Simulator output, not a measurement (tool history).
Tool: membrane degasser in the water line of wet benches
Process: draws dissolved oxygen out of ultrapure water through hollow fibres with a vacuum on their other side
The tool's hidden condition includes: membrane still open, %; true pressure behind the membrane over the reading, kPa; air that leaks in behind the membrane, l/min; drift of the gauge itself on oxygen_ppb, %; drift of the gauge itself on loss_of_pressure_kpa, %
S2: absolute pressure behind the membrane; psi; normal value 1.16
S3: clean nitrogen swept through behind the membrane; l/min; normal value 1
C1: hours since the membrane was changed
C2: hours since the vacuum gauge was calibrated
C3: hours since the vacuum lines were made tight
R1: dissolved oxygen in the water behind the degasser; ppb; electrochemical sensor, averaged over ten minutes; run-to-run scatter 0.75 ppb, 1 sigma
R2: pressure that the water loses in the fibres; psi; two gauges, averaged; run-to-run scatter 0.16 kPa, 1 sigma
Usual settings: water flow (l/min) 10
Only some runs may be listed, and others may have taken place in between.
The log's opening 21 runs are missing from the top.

Run 22, day 88.117: usual settings but water flow (l/min) 13, S2 1.021 psi, S3 0.75 l/min; C1 5537; C2 1281; C3 5026. Result: R1 165 ppb, R2 5.291 psi.
Run 23, day 91.417: usual settings but water flow (l/min) 13, S2 1.021 psi, S3 0.75 l/min; C1 5617; C2 1360; C3 5105. Result: R1 167.2 ppb, R2 5.265 psi.
Run 24, day 97.942: usual settings but water flow (l/min) 8, S2 0.899 psi, S3 2.81 l/min; C1 5773; C2 1517; C3 5262. Result: R1 22 ppb, R2 3.274 psi.
Run 25, day 103.262: usual settings but water flow (l/min) 8, S2 0.899 psi, S3 2.81 l/min; C1 5901; C2 1645; C3 5390. Result: R1 22.3 ppb, R2 3.305 psi.
Run 26, day 107.779: usual settings but S2 1.495 psi, S3 0.46 l/min; C1 6009; C2 1753; C3 5498. Result: R1 335.7 ppb, R2 4.118 psi.
Run 27, day 111.483: usual settings but water flow (l/min) 8, S2 0.821 psi, S3 0.52 l/min; C1 6098; C2 1842; C3 5587. Result: R1 87.5 ppb, R2 3.278 psi.
Run 28, day 114.571: usual settings but water flow (l/min) 16, S2 0.838 psi, S3 0.52 l/min; C1 6172; C2 1916; C3 5661. Result: R1 210.2 ppb, R2 6.596 psi.
Run 29, day 119.696: usual settings but water flow (l/min) 8; C1 6295; C2 2039; C3 5784. Result: R1 92.2 ppb, R2 3.305 psi.
Run 30, day 125.967: usual settings but S2 2.228 psi, S3 2.86 l/min; C1 6446; C2 2190; C3 5934. Result: R1 107.8 ppb, R2 4.126 psi.
Run 31, day 130.238: usual settings but water flow (l/min) 9, S2 0.809 psi, S3 2.86 l/min; C1 6548; C2 2292; C3 6037. Result: R1 20.7 ppb, R2 3.732 psi.
Run 32, day 134.596: usual settings but water flow (l/min) 9, S2 0.809 psi, S3 2.86 l/min; C1 6653; C2 2397; C3 6141. Result: R1 20.6 ppb, R2 3.752 psi.

Here are 4 independent what-if runs from the current tool condition. What would each one return?
Run A, day 141.508: usual settings but S2 2.136 psi, S3 1.54 l/min; C1 6819; C2 2563; C3 6307. Result: R1 ?, R2 ?.
Run B, day 141.508: usual settings but water flow (l/min) 9, S2 1.572 psi, S3 2.86 l/min; C1 6819; C2 2563; C3 6307. Result: R1 ?, R2 ?.
Run C, day 141.508: usual settings but water flow (l/min) 9, S2 1.42 psi, S3 0.43 l/min; C1 6819; C2 2563; C3 6307. Result: R1 ?, R2 ?.
Run D, day 141.508: usual settings but water flow (l/min) 14, S2 1.124 psi, S3 0.5 l/min; C1 6819; C2 2563; C3 6307. Result: R1 ?, R2 ?.

run     R1     R2
  A  182.3  4.157
  B   61.4  3.774
  C  298.5  3.765
  D    289   5.82
What these runs would have given with no unlogged condition in the tool:
run     R1     R2
  A    182      4
  B   61.2   3.63
  C  298.1  3.623
  D  288.6  5.598
